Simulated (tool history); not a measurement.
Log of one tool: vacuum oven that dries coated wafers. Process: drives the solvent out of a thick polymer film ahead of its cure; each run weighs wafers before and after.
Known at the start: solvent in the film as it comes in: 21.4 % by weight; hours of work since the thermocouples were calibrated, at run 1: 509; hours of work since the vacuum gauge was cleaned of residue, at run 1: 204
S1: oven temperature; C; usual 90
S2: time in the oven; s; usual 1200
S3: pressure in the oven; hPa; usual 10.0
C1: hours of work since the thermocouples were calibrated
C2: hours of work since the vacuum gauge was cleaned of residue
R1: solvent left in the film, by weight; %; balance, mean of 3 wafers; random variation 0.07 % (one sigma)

Run 1, day 0.000: usual settings; C1 509; C2 204. Result: R1 5.41 %.
Run 2, day 0.421: usual settings; C1 515; C2 211. Result: R1 5.33 %.
Run 3, day 1.242: usual settings; C1 528; C2 223. Result: R1 5.33 %.
Run 4, day 1.950: usual settings; C1 539; C2 234. Result: R1 5.28 %.
Run 5, day 2.421: usual settings but S2 780 s; C1 546; C2 241. Result: R1 8.07 %.
Run 6, day 3.142: usual settings but S2 780 s; C1 557; C2 252. Result: R1 8.18 %.
Run 7, day 4.025: usual settings but S1 76 C, S3 5.6 hPa; C1 570; C2 265. Result: R1 10.96 %.
At day 4.138: vacuum gauge cleaned of residue and calibrated.
Run 8, day 4.988: usual settings but S1 94 C, S2 2040 s, S3 10.4 hPa; C1 584; C2 13. Result: R1 1.63 %.
At day 5.504: vacuum gauge cleaned of residue and calibrated, once more.
Run 9, day 5.696: usual settings but S1 81 C, S2 1440 s, S3 17.5 hPa; C1 593; C2 3. Result: R1 8.45 %.
Run 10, day 6.433: usual settings but S1 96 C, S3 11.3 hPa; C1 605; C2 14. Result: R1 3.14 %.
Run 11, day 7.329: usual settings but S1 79 C, S2 1560 s, S3 17.5 hPa; C1 618; C2 28. Result: R1 8.98 %.
Run 12, day 8.154: usual settings but S1 79 C, S2 1560 s, S3 17.5 hPa; C1 631; C2 40. Result: R1 8.97 %.

4 ways to go on from here, each from the tool as it stands after run 12. What would each give?
Run A, day 8.600: usual settings but S1 89 C, S2 2040 s, S3 6.2 hPa; C1 637; C2 47. Result: R1 ?.
Run B, day 8.600: usual settings but S3 8.0 hPa; C1 637; C2 47. Result: R1 ?.
Run C, day 8.600: usual settings but S2 1920 s; C1 637; C2 47. Result: R1 ?.
Run D, day 8.600: usual settings; C1 637; C2 47. Result: R1 ?.

run    R1
  A  2.65
  B  5.08
  C  2.93
  D  5.32
Without the tool's hidden state the same runs would have given:
run    R1
  A  2.23
  B  4.54
  C  2.51
  D  4.76

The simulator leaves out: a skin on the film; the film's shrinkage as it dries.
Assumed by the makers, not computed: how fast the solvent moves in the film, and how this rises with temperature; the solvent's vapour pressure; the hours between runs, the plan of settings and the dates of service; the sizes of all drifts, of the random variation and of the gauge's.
